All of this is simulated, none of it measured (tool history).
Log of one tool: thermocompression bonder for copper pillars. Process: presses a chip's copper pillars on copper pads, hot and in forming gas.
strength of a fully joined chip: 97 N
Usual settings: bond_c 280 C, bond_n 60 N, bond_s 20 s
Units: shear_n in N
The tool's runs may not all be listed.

| run | hour | bond_c | bond_n | bond_s | shear_n |
|---|---|---|---|---|---|
| 1 | 0 | 280 | 60 | 20 | 64.1 |
| 2 | 6.2 | 280 | 60 | 20 | 64.2 |
| 3 | 14.8 | 280 | 60 | 20 | 63.3 |
| 4 | 22.1 | 280 | 68 | 20 | 67.6 |
| 5 | 27 | 280 | 68 | 20 | 68.4 |
| 6 | 36.5 | 280 | 68 | 20 | 68.7 |
| 7 | 42.7 | 280 | 60 | 20 | 62.7 |
| 8 | 51.5 | 280 | 68 | 20 | 67.9 |
| 9 | 57.1 | 280 | 68 | 20 | 67.1 |
| 10 | 66.9 | 276 | 60 | 20 | 59.7 |
| 11 | 73.2 | 276 | 60 | 20 | 61.2 |
| 12 | 80.8 | 286 | 60 | 20 | 67.5 |
| 13 | 85.2 | 280 | 42 | 20 | 49.8 |
| 14 | 95.1 | 280 | 60 | 12 | 54.7 |
|  | 97.1 | force cell calibrated |
| 15 | 101.2 | 280 | 60 | 20 | 63.1 |
| 16 | 106.3 | 280 | 60 | 20 | 62.8 |
| 17 | 112.1 | 280 | 60 | 20 | 62.4 |
| 18 | 120.5 | 280 | 60 | 20 | 62.2 |
| 19 | 125.1 | 280 | 60 | 39 | 73.8 |
| 20 | 133.1 | 280 | 60 | 39 | 74.2 |
| 21 | 137.3 | 280 | 46 | 31 | 59.6 |
| 22 | 145 | 280 | 46 | 31 | 61.2 |
| 23 | 153.2 | 280 | 46 | 31 | 59.6 |
|  | 158.7 | force cell calibrated, once more |
| 24 | 164.8 | 303 | 66 | 31 | 84.1 |
| 25 | 170.3 | 301 | 76 | 26 | 85.4 |
| 26 | 176.9 | 294 | 81 | 20 | 79.9 |
| 27 | 182.2 | 279 | 54 | 20 | 58.4 |
| 28 | 189.3 | 279 | 58 | 31 | 68.4 |
| 29 | 198.3 | 279 | 58 | 31 | 68.3 |
| 30 | 206.2 | 252 | 53 | 27 | 44.1 |
| 31 | 215.5 | 259 | 59 | 43 | 60.3 |
| 32 | 221.7 | 259 | 50 | 53 | 57.4 |

Run 33 comes next. What will it give?
| 33 | 226.5 | 304 | 48 | 50 | ? |

Run 33 gave shear_n 80.5 N.
Without the tool's hidden state the same run would have given shear_n 87.1 N.

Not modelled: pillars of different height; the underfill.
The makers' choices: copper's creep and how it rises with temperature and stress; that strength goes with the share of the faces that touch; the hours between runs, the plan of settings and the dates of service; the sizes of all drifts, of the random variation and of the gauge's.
